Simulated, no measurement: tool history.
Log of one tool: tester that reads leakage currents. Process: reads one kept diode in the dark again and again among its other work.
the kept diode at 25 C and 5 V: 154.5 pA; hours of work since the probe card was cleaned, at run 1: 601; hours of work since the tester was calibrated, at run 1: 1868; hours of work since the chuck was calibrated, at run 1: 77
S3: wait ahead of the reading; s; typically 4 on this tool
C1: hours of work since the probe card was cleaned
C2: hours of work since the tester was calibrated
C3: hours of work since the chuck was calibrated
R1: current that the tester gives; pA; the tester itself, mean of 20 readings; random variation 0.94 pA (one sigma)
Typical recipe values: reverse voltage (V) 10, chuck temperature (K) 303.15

{"run": 1, "hour": 0.0, "reverse voltage (V)": 10, "chuck temperature (K)": 303.15, "S3": 4, "C1": 601, "C2": 1868, "C3": 77, "R1": 305.16}
{"run": 2, "hour": 31.8, "reverse voltage (V)": 10, "chuck temperature (K)": 309.15, "S3": 4, "C1": 614, "C2": 1881, "C3": 90, "R1": 471.8}
{"run": 3, "hour": 51.8, "reverse voltage (V)": 10, "chuck temperature (K)": 309.15, "S3": 4, "C1": 623, "C2": 1890, "C3": 99, "R1": 473.87}
{"run": 4, "hour": 95.2, "reverse voltage (V)": 10, "chuck temperature (K)": 303.15, "S3": 0.85, "C1": 641, "C2": 1908, "C3": 117, "R1": 305.04}
{"run": 5, "hour": 125.5, "reverse voltage (V)": 10, "chuck temperature (K)": 303.15, "S3": 0.85, "C1": 654, "C2": 1921, "C3": 130, "R1": 307.5}
{"run": 6, "hour": 148.2, "reverse voltage (V)": 10, "chuck temperature (K)": 303.15, "S3": 0.85, "C1": 664, "C2": 1931, "C3": 140, "R1": 305.56}
{"run": 7, "hour": 172.5, "reverse voltage (V)": 10, "chuck temperature (K)": 303.15, "S3": 3.23, "C1": 674, "C2": 1941, "C3": 150, "R1": 305.46}
{"run": 8, "hour": 194.6, "reverse voltage (V)": 10, "chuck temperature (K)": 303.15, "S3": 2.34, "C1": 684, "C2": 1951, "C3": 160, "R1": 304.1}
{"run": 9, "hour": 237.3, "reverse voltage (V)": 1.7, "chuck temperature (K)": 303.15, "S3": 4, "C1": 702, "C2": 1969, "C3": 178, "R1": 132.04}
{"run": 10, "hour": 257.5, "reverse voltage (V)": 10, "chuck temperature (K)": 303.15, "S3": 3.61, "C1": 710, "C2": 1978, "C3": 187, "R1": 302.06}
{"run": 11, "hour": 285.4, "reverse voltage (V)": 10, "chuck temperature (K)": 303.15, "S3": 3.61, "C1": 722, "C2": 1990, "C3": 198, "R1": 304.44}
{"run": 12, "hour": 320.0, "reverse voltage (V)": 1.9, "chuck temperature (K)": 296.15, "S3": 1.35, "C1": 737, "C2": 2004, "C3": 213, "R1": 81.28}
{"run": 13, "hour": 344.4, "reverse voltage (V)": 1.9, "chuck temperature (K)": 296.15, "S3": 1.35, "C1": 748, "C2": 2015, "C3": 224, "R1": 80.68}
{"run": 14, "hour": 379.7, "reverse voltage (V)": 4.2, "chuck temperature (K)": 296.15, "S3": 0.49, "C1": 763, "C2": 2030, "C3": 239, "R1": 118.78}
{"run": 15, "hour": 413.5, "reverse voltage (V)": 4.2, "chuck temperature (K)": 296.15, "S3": 0.49, "C1": 777, "C2": 2044, "C3": 253, "R1": 119.22}

Here are 5 independent what-if runs from the current tool condition. What would each one return?
{"run": "A", "hour": 437.8, "reverse voltage (V)": 4.2, "chuck temperature (K)": 296.15, "S3": 0.79, "C1": 787, "C2": 2055, "C3": 263, "R1": "?"}
{"run": "B", "hour": 437.8, "reverse voltage (V)": 10, "chuck temperature (K)": 326.15, "S3": 4, "C1": 787, "C2": 2055, "C3": 263, "R1": "?"}
{"run": "C", "hour": 437.8, "reverse voltage (V)": 4.2, "chuck temperature (K)": 296.15, "S3": 5.62, "C1": 787, "C2": 2055, "C3": 263, "R1": "?"}
{"run": "D", "hour": 437.8, "reverse voltage (V)": 18.3, "chuck temperature (K)": 330.15, "S3": 1.59, "C1": 787, "C2": 2055, "C3": 263, "R1": "?"}
{"run": "E", "hour": 437.8, "reverse voltage (V)": 10, "chuck temperature (K)": 322.15, "S3": 1.39, "C1": 787, "C2": 2055, "C3": 263, "R1": "?"}

run=A R1=119.07
run=B R1=1488.48
run=C R1=117.55
run=D R1=2552.69
run=E R1=1143.81
What these runs would have given with no unlogged condition in the tool:
run=A R1=123.18
run=B R1=1551.17
run=C R1=121.62
run=D R1=2658.04
run=E R1=1191.69
